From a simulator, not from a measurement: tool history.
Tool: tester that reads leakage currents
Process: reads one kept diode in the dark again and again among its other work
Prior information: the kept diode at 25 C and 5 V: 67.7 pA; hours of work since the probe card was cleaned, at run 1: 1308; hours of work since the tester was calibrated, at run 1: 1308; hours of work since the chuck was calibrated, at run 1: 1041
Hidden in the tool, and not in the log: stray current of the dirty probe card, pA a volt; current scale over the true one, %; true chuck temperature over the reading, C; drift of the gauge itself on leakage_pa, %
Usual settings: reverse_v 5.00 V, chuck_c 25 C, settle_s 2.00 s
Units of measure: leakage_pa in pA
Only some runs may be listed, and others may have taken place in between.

run,hour,reverse_v,chuck_c,settle_s,hours of work since the probe card was cleaned,hours of work since the tester was calibrated,hours of work since the chuck was calibrated,leakage_pa
1,0.0,5.00,25,2.00,1308,1308,1041,67.59
2,88.1,5.00,25,0.36,1360,1360,1093,69.71
3,166.7,5.00,25,2.00,1407,1407,1140,68.14
4,300.3,5.00,25,2.00,1486,1486,1219,68.37
5,383.6,5.00,25,2.00,1536,1536,1268,68.61
6,462.6,5.00,25,2.00,1583,1583,1315,68.32
7,577.7,5.73,25,2.00,1651,1651,1383,73.69
8,683.1,5.73,25,2.00,1713,1713,1446,74.17
9,774.2,2.68,25,5.46,1767,1767,1500,46.80
10,879.1,2.56,25,2.56,1830,1830,1562,45.91
11,1017.9,2.56,25,2.56,1912,1912,1644,45.81
12,1116.7,2.56,40,1.65,1970,1970,1703,183.15
# hour 1228.0: chuck's temperature calibrated
13,1246.2,5.65,21,0.75,2046,2046,11,50.28

Each row is a separate what-if for the run after 13, all from the same tool condition, not one after another. Results?
A,1335.3,18.21,59,4.12,2099,2099,64,?
B,1335.3,10.72,25,1.80,2099,2099,64,?
C,1335.3,5.65,34,1.32,2099,2099,64,?

run,leakage_pa
A,2846.00
B,107.11
C,171.17
With no hidden state in the tool, these same runs would have given:
run,leakage_pa
A,2845.60
B,107.02
C,171.11
